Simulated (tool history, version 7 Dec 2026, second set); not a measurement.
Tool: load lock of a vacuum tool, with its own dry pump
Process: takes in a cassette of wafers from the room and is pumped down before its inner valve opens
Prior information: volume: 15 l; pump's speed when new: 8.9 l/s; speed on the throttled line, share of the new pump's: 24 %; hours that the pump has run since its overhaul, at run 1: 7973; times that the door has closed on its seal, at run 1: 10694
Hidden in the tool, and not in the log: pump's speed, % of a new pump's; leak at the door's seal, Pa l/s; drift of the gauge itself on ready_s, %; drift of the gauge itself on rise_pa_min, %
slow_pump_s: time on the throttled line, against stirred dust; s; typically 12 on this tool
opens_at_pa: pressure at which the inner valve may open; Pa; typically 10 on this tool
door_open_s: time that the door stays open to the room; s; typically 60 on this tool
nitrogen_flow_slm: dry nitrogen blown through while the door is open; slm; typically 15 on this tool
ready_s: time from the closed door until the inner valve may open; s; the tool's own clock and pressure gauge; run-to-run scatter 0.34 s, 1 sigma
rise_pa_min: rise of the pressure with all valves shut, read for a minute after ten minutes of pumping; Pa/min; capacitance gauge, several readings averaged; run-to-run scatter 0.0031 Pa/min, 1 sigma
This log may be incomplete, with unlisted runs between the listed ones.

run      day  slow_pump_s  opens_at_pa  door_open_s  nitrogen_flow_slm  hours that the pump has run since its overhaul  times that the door has closed on its seal  incoming humidity of the room's air, %  ready_s  rise_pa_min
  1    0.000           12           10           60                 15                                            7973                                       10694                                    47.1     25.0        0.079
  2    7.250           12           10           60                 15                                            8147                                       10872                                    43.7     24.7        0.072
  3   15.062           12           10           60                 15                                            8334                                       11065                                    37.8     25.3        0.065
  4   19.446           12           10           53                 15                                            8439                                       11173                                    44.6     25.2        0.067
  5   22.938           12           10           53                 15                                            8523                                       11259                                    44.5     24.7        0.064
  6   29.438           12           10           60                 15                                            8679                                       11419                                    45.3     25.6        0.072
  7   36.279           12           10           60                 15                                            8843                                       11588                                    46.5     24.6        0.074
  8   43.567           12           10           82                 15                                            9018                                       11767                                    43.7     24.7        0.072
  9   51.096           12           10           82                 15                                            9199                                       11953                                    46.6     24.9        0.082
 10   55.329           12           10           82                 15                                            9301                                       12057                                    41.2     25.6        0.076
 11   62.483           12            8           60                 15                                            9472                                       12233                                    45.3     26.0        0.071
 12   67.354           12            8           60                 13                                            9589                                       12353                                    46.1     25.7        0.080
 13   74.962            9           10           60                 15                                            9772                                       12541                                    43.3     22.4        0.068
 14   82.421            9           10           60                 15                                            9951                                       12725                                    44.6     22.5        0.070
 15   86.621            9           10           60                 15                                           10052                                       12828                                    43.4     23.0        0.070
 16   91.592           12           13           32                 26                                           10171                                       12951                                    45.8     24.4        0.043
 17   96.475           11           10          143                 15                                           10288                                       13071                                    43.2     24.6        0.089
 18  103.817           21            8          131                  8                                           10464                                       13252                                    48.2     32.0        0.121
 19  108.167           12           17           48                  9                                           10569                                       13359                                    42.1     23.9        0.072
 20  115.358           12           12           60                  5                                           10741                                       13536                                    48.4     24.5        0.109
 21  120.108           22           12           60                  5                                           10855                                       13653                                    45.9     31.6        0.097
 22  128.458            7            9           86                 45                                           11056                                       13859                                    43.9     21.6        0.041
 23  132.029           13           10           79                 15                                           11141                                       13947                                    49.5     25.5        0.088
 24  139.767           14           10           53                  6                                           11327                                       14138                                    48.3     26.5        0.098
 25  143.825           14           10           53                  6                                           11425                                       14238                                    43.6     26.4        0.087
 26  151.508           14           10           53                  6                                           11609                                       14427                                    42.3     26.6        0.083

Predict each of these 5 candidate next runs independently; none follows another, all start after run 26:
  A  158.150           10           12           32                 15                                           11768                                       14591                                    47.7        ?            ?
  B  158.150           18           15           60                 25                                           11768                                       14591                                    43.8        ?            ?
  C  158.150           12            9           60                 15                                           11768                                       14591                                    43.0        ?            ?
  D  158.150           12            8           38                 15                                           11768                                       14591                                    47.8        ?            ?
  E  158.150           19           10           60                 15                                           11768                                       14591                                    45.7        ?            ?

run  ready_s  rise_pa_min
  A     22.9        0.062
  B     28.8        0.055
  C     25.0        0.068
  D     25.1        0.063
  E     30.9        0.066
Had the tool no hidden state, the same runs would have come out as:
run  ready_s  rise_pa_min
  A     22.9        0.061
  B     28.8        0.054
  C     25.0        0.068
  D     25.1        0.062
  E     30.8        0.065
